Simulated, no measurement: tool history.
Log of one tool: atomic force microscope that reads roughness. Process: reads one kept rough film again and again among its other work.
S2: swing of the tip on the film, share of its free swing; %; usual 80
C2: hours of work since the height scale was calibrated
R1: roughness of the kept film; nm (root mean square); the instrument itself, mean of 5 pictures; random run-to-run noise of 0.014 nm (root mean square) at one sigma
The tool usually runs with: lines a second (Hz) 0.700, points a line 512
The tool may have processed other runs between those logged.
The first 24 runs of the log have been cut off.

{"run": 25, "day": 43.292, "lines a second (Hz)": 1.448, "S2": 82, "points a line": 536, "pictures with this tip": 163, "C2": 68, "R1": 2.67}
{"run": 26, "day": 44.438, "lines a second (Hz)": 0.665, "S2": 61, "points a line": 260, "pictures with this tip": 195, "C2": 88, "R1": 2.811}
{"run": 27, "day": 45.988, "lines a second (Hz)": 0.665, "S2": 61, "points a line": 260, "pictures with this tip": 237, "C2": 116, "R1": 2.714}
{"run": 28, "day": 47.546, "lines a second (Hz)": 0.665, "S2": 61, "points a line": 260, "pictures with this tip": 280, "C2": 145, "R1": 2.594}
{"run": 29, "day": 48.921, "lines a second (Hz)": 1.164, "S2": 69, "points a line": 512, "pictures with this tip": 317, "C2": 170, "R1": 2.476}
{"day": 49.404, "done": "new tip fitted"}
{"run": 30, "day": 50.579, "lines a second (Hz)": 1.164, "S2": 75, "points a line": 981, "pictures with this tip": 32, "C2": 199, "R1": 3.224}
{"run": 31, "day": 52.362, "lines a second (Hz)": 0.7, "S2": 61, "points a line": 512, "pictures with this tip": 81, "C2": 232, "R1": 3.221}
{"run": 32, "day": 54.046, "lines a second (Hz)": 3.649, "S2": 80, "points a line": 542, "pictures with this tip": 127, "C2": 262, "R1": 2.455}
{"run": 33, "day": 55.792, "lines a second (Hz)": 3.649, "S2": 80, "points a line": 542, "pictures with this tip": 174, "C2": 294, "R1": 2.337}
{"run": 34, "day": 57.254, "lines a second (Hz)": 3.649, "S2": 80, "points a line": 542, "pictures with this tip": 214, "C2": 320, "R1": 2.227}
{"run": 35, "day": 59.483, "lines a second (Hz)": 3.649, "S2": 80, "points a line": 542, "pictures with this tip": 275, "C2": 361, "R1": 2.098}
{"day": 61.496, "done": "new tip fitted"}
{"run": 36, "day": 61.783, "lines a second (Hz)": 3.649, "S2": 80, "points a line": 542, "pictures with this tip": 8, "C2": 402, "R1": 2.772}
{"run": 37, "day": 64.004, "lines a second (Hz)": 3.649, "S2": 80, "points a line": 542, "pictures with this tip": 68, "C2": 442, "R1": 2.595}
{"run": 38, "day": 66.212, "lines a second (Hz)": 3.649, "S2": 80, "points a line": 542, "pictures with this tip": 129, "C2": 482, "R1": 2.422}
{"run": 39, "day": 68.117, "lines a second (Hz)": 0.763, "S2": 72, "points a line": 344, "pictures with this tip": 181, "C2": 517, "R1": 2.828}
{"run": 40, "day": 70.079, "lines a second (Hz)": 0.763, "S2": 72, "points a line": 344, "pictures with this tip": 234, "C2": 552, "R1": 2.717}
{"run": 41, "day": 71.238, "lines a second (Hz)": 1.838, "S2": 61, "points a line": 774, "pictures with this tip": 266, "C2": 573, "R1": 2.605}
{"run": 42, "day": 73.342, "lines a second (Hz)": 1.838, "S2": 70, "points a line": 774, "pictures with this tip": 323, "C2": 611, "R1": 2.383}

4 ways to go on from here, each from the tool as it stands after run 42. What would each give?
{"day": 73.712, "done": "new tip fitted"}
{"run": "A", "day": 75.554, "lines a second (Hz)": 0.558, "S2": 71, "points a line": 774, "pictures with this tip": 50, "C2": 651, "R1": "?"}
{"day": 73.712, "done": "new tip fitted"}
{"run": "B", "day": 75.554, "lines a second (Hz)": 0.508, "S2": 80, "points a line": 512, "pictures with this tip": 50, "C2": 651, "R1": "?"}
{"day": 73.712, "done": "new tip fitted"}
{"run": "C", "day": 75.554, "lines a second (Hz)": 0.553, "S2": 65, "points a line": 550, "pictures with this tip": 50, "C2": 651, "R1": "?"}
{"day": 73.712, "done": "new tip fitted"}
{"run": "D", "day": 75.554, "lines a second (Hz)": 2.243, "S2": 55, "points a line": 399, "pictures with this tip": 50, "C2": 651, "R1": "?"}

run=A R1=3.310
run=B R1=3.224
run=C R1=3.302
run=D R1=3.230
Without the tool's unlogged condition, the same runs would have read:
run=A R1=3.514
run=B R1=3.424
run=C R1=3.505
run=D R1=3.429
